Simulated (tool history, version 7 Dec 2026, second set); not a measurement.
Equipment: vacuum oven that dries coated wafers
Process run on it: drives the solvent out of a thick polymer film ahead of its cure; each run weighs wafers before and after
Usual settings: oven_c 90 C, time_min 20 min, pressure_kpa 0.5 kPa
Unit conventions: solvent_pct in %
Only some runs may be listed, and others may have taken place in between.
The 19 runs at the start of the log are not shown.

| run | hour | oven_c | time_min | pressure_kpa | solvent_pct |
|---|---|---|---|---|---|
| 20 | 604.9 | 82 | 31 | 0.353 | 3.73 |
| 21 | 631.1 | 82 | 29 | 0.807 | 4.26 |
|  | 635.2 | oven's thermocouples calibrated |
| 22 | 662.5 | 90 | 32 | 0.304 | 2.1 |
| 23 | 704.7 | 90 | 36 | 0.5 | 1.81 |
| 24 | 744.6 | 81 | 12 | 0.5 | 8.37 |
|  | 749.8 | oven's thermocouples calibrated, once more |
| 25 | 774.1 | 81 | 33 | 1.604 | 3.94 |
| 26 | 819.4 | 83 | 20 | 1.636 | 5.66 |
| 27 | 862.2 | 90 | 12 | 0.491 | 6.05 |
| 28 | 888.8 | 100 | 10 | 0.608 | 4.82 |
| 29 | 927.1 | 100 | 10 | 0.608 | 4.75 |
| 30 | 952 | 84 | 24 | 0.368 | 4.09 |
| 31 | 985.7 | 84 | 24 | 0.368 | 3.94 |
| 32 | 1009 | 96 | 34 | 0.273 | 0.83 |

What if the next run were any one of these 3? Each begins from the tool's condition after run 32:
| A | 1046.2 | 90 | 20 | 0.641 | ? |
| B | 1046.2 | 90 | 20 | 0.668 | ? |
| C | 1046.2 | 78 | 34 | 0.324 | ? |

| run | solvent_pct |
|---|---|
| A | 3.71 |
| B | 3.76 |
| C | 3.78 |
Had the tool no hidden state, the same runs would have come out as:
| run | solvent_pct |
|---|---|
| A | 3.42 |
| B | 3.47 |
| C | 3.34 |

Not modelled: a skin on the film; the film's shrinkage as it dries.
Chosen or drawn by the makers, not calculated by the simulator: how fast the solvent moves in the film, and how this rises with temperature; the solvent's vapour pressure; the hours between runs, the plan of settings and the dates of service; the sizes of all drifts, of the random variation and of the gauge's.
